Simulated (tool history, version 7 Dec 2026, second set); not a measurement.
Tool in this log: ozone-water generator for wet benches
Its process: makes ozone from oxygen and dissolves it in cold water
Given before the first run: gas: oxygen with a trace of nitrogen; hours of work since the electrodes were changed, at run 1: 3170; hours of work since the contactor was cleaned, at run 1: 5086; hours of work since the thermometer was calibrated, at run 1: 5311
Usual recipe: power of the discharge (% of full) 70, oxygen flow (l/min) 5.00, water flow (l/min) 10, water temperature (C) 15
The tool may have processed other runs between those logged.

run,hour,power of the discharge (% of full),oxygen flow (l/min),water flow (l/min),water temperature (C),hours of work since the electrodes were changed,hours of work since the contactor was cleaned,hours of work since the thermometer was calibrated,dissolved ozone (ppm),ozone in the gas ahead of the water (g/m3)
1,0.0,70,5.00,10,15,3170,5086,5311,37.7,239.6
2,71.1,70,5.00,10,15,3231,5147,5372,37.4,236.7
3,129.0,70,4.52,10,15,3281,5196,5422,37.0,244.8
4,217.3,70,4.52,10,15,3356,5272,5497,36.8,247.0
5,267.2,70,5.00,11,15,3399,5315,5540,34.7,233.8
6,354.0,70,5.00,11,15,3473,5389,5614,34.4,236.3
7,441.0,70,5.00,10,15,3548,5464,5689,36.9,234.5
8,518.8,70,5.00,10,15,3615,5530,5756,36.7,233.3
9,570.4,70,5.00,10,15,3659,5575,5800,36.4,231.6
10,613.8,70,5.00,10,15,3696,5612,5837,36.3,234.5
# hour 622.7: water thermometer calibrated
11,690.0,70,5.00,10,15,3761,5677,58,36.3,229.8
12,753.0,70,5.00,10,15,3815,5731,112,36.5,231.6
13,843.5,70,5.00,10,10,3893,5808,189,39.7,231.7
14,922.7,70,5.00,10,10,3960,5876,257,39.3,232.5
15,971.2,67,5.00,10,10,4002,5918,299,38.2,221.4
16,1035.0,67,5.00,10,10,4057,5972,353,38.2,222.0
# hour 1075.4: water thermometer calibrated, once more
17,1119.5,67,5.00,10,12,4129,6044,38,36.5,221.2
18,1167.6,67,5.00,10,12,4170,6085,79,36.9,223.3
# hour 1197.3: contactor cleaned
19,1257.7,67,5.00,10,9,4244,52,153,41.9,221.1
20,1351.1,67,3.51,10,9,4324,132,233,39.5,250.1
21,1422.1,67,3.51,10,9,4384,193,294,39.0,249.1
22,1486.4,67,3.51,10,9,4440,248,349,38.8,245.8
23,1541.1,67,3.51,10,9,4486,295,396,39.1,245.4
24,1604.0,70,2.73,10,15,4540,348,449,34.8,274.2
25,1680.4,41,3.68,7,11,4606,414,515,34.2,171.7
26,1765.0,45,4.16,7,11,4678,486,587,35.9,174.2
27,1843.3,46,5.00,10,15,4745,554,655,28.4,165.5
28,1925.8,46,5.00,10,15,4816,624,725,28.4,165.5
29,1979.2,46,5.00,13,15,4862,670,771,23.5,165.5
30,2040.3,46,5.00,13,15,4914,722,823,23.5,165.4
31,2131.6,78,5.00,6,15,4992,801,902,52.6,238.5
32,2177.2,70,7.21,10,8,5031,840,941,43.3,196.3

For each entry between runs, how does the tool's hidden state at the last listed run before it compare with that at the first listed run after it?
From run 10 to run 11: water thermometer calibrated (hour 622.7)
  yield of the discharge, % of new electrodes': 87.2 -> 87; contactor's efficiency, % of a clean one's: 82.5 -> 82.3; true water temperature over the reading, C: 0.07 -> 0.1
  measured value less the no-hidden-state value, dissolved ozone (ppm): -8.8 -> -9.0; ozone in the gas ahead of the water (g/m3): -34.5 -> -34.5
From run 16 to run 17: water thermometer calibrated, once more (hour 1075.4)
  yield of the discharge, % of new electrodes': 86 -> 85.8; contactor's efficiency, % of a clean one's: 81.4 -> 81.1; true water temperature over the reading, C: 0.1 -> 0.02
  measured value less the no-hidden-state value, dissolved ozone (ppm): -10.0 -> -9.7; ozone in the gas ahead of the water (g/m3): -35.0 -> -35.3
From run 18 to run 19: contactor cleaned (hour 1197.3)
  yield of the discharge, % of new electrodes': 85.6 -> 85.4; contactor's efficiency, % of a clean one's: 81 -> 98.7
  measured value less the no-hidden-state value, dissolved ozone (ppm): -9.8 -> -7.1; ozone in the gas ahead of the water (g/m3): -36.1 -> -36.4

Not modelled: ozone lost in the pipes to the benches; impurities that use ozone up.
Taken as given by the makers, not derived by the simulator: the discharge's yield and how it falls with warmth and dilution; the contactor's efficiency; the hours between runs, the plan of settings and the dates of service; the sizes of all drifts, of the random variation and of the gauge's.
